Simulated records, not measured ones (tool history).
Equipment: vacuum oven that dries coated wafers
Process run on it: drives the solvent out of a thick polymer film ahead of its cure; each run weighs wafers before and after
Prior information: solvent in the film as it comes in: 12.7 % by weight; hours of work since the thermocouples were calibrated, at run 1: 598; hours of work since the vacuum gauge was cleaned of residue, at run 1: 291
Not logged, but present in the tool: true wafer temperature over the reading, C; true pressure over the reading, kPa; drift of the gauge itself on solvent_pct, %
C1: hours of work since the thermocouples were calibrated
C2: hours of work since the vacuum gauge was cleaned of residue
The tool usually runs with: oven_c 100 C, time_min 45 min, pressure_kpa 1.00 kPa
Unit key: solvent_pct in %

run 1 hour=0.0 | oven_c=100 time_min=45 pressure_kpa=1.00 | C1=598 C2=291 | solvent_pct=1.70
run 2 hour=15.2 | oven_c=100 time_min=45 pressure_kpa=1.00 | C1=606 C2=299 | solvent_pct=1.68
run 3 hour=31.0 | oven_c=100 time_min=45 pressure_kpa=1.00 | C1=615 C2=308 | solvent_pct=1.70
run 4 hour=57.7 | oven_c=100 time_min=45 pressure_kpa=1.00 | C1=629 C2=323 | solvent_pct=1.71
run 5 hour=75.7 | oven_c=100 time_min=45 pressure_kpa=1.00 | C1=639 C2=332 | solvent_pct=1.68
-- hour=104.0 oven's thermocouples calibrated
run 6 hour=105.2 | oven_c=100 time_min=45 pressure_kpa=1.66 | C1=1 C2=347 | solvent_pct=2.07
run 7 hour=119.5 | oven_c=100 time_min=45 pressure_kpa=1.00 | C1=8 C2=355 | solvent_pct=1.74
run 8 hour=140.5 | oven_c=100 time_min=45 pressure_kpa=1.00 | C1=20 C2=367 | solvent_pct=1.71
run 9 hour=156.6 | oven_c=100 time_min=45 pressure_kpa=1.50 | C1=29 C2=375 | solvent_pct=1.98
-- hour=181.1 oven's thermocouples calibrated, once more
run 10 hour=181.1 | oven_c=100 time_min=45 pressure_kpa=1.50 | C1=0 C2=388 | solvent_pct=1.95
run 11 hour=194.0 | oven_c=100 time_min=45 pressure_kpa=1.00 | C1=7 C2=395 | solvent_pct=1.72
run 12 hour=205.9 | oven_c=90 time_min=37 pressure_kpa=1.90 | C1=14 C2=401 | solvent_pct=4.77
run 13 hour=219.5 | oven_c=113 time_min=26 pressure_kpa=0.59 | C1=21 C2=409 | solvent_pct=1.13
run 14 hour=239.4 | oven_c=98 time_min=79 pressure_kpa=0.98 | C1=32 C2=419 | solvent_pct=0.94
run 15 hour=252.2 | oven_c=100 time_min=45 pressure_kpa=0.64 | C1=39 C2=426 | solvent_pct=1.51
run 16 hour=273.4 | oven_c=104 time_min=50 pressure_kpa=0.96 | C1=50 C2=438 | solvent_pct=1.00
run 17 hour=289.5 | oven_c=102 time_min=43 pressure_kpa=1.78 | C1=59 C2=447 | solvent_pct=1.93
run 18 hour=312.6 | oven_c=100 time_min=53 pressure_kpa=0.57 | C1=72 C2=459 | solvent_pct=1.12
run 19 hour=329.0 | oven_c=106 time_min=53 pressure_kpa=0.57 | C1=81 C2=468 | solvent_pct=0.63
run 20 hour=355.8 | oven_c=106 time_min=53 pressure_kpa=0.57 | C1=95 C2=483 | solvent_pct=0.61
run 21 hour=382.4 | oven_c=106 time_min=45 pressure_kpa=1.00 | C1=110 C2=498 | solvent_pct=1.01
run 22 hour=396.4 | oven_c=104 time_min=45 pressure_kpa=0.63 | C1=117 C2=505 | solvent_pct=1.03

For each run, the measured value with the value that run would have given without the tool's hidden condition subtracted. The run-to-run variation is shared by both, the gauge scatter possibly not:
run=1 solvent_pct=+0.04
run=2 solvent_pct=+0.05
run=3 solvent_pct=+0.05
run=4 solvent_pct=+0.05
run=5 solvent_pct=+0.05
run=6 solvent_pct=+0.07
run=7 solvent_pct=+0.06
run=8 solvent_pct=+0.07
run=9 solvent_pct=+0.07
run=10 solvent_pct=+0.05
run=11 solvent_pct=+0.05
run=12 solvent_pct=+0.07
run=13 solvent_pct=+0.04
run=14 solvent_pct=+0.06
run=15 solvent_pct=+0.06
run=16 solvent_pct=+0.06
run=17 solvent_pct=+0.06
run=18 solvent_pct=+0.06
run=19 solvent_pct=+0.06
run=20 solvent_pct=+0.05
run=21 solvent_pct=+0.06
run=22 solvent_pct=+0.07
